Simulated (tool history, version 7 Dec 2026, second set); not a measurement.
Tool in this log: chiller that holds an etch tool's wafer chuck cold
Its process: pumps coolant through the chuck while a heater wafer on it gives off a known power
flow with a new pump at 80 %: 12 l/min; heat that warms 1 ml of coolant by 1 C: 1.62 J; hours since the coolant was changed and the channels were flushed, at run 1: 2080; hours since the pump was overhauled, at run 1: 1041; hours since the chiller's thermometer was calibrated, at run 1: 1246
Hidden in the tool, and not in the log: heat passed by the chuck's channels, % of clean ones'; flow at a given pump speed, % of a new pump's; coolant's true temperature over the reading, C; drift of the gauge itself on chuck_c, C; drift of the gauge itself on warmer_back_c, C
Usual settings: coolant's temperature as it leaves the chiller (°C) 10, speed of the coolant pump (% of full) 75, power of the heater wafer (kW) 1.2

run	hour	coolant's temperature as it leaves the chiller (°C)	speed of the coolant pump (% of full)	power of the heater wafer (kW)	hours since the coolant was changed and the channels were flushed	hours since the pump was overhauled	hours since the chiller's thermometer was calibrated	chuck's temperature once it has settled (°C)	how much warmer the coolant comes back (C)
1	0	10	75	1.2	2080	1041	1246	25.3	4.09
2	30.2	10	75	1.2	2111	1071	1277	25.4	4.08
3	73.8	10	75	1.2	2154	1115	1320	25.5	4.06
4	109	10	64	1.2	2189	1150	1355	28.1	4.86
5	143.5	10	75	1.436	2224	1185	1390	28.5	4.85
6	181.9	10	75	1.2	2262	1223	1428	25.6	4.08
7	229.9	10	75	1.2	2310	1271	1476	25.8	4.11
8	251.9	10	75	1.2	2332	1293	1498	25.6	4.08

Expected results for the next run?
9	297.1	10	75	1.2	2377	1338	1543	?	?

Logged for run 9: chuck's temperature once it has settled (°C) 25.7, how much warmer the coolant comes back (C) 4.12.
On a tool with no hidden condition, and with the same random variation, this run would have come out at chuck's temperature once it has settled (°C) 24.3, how much warmer the coolant comes back (C) 3.99.
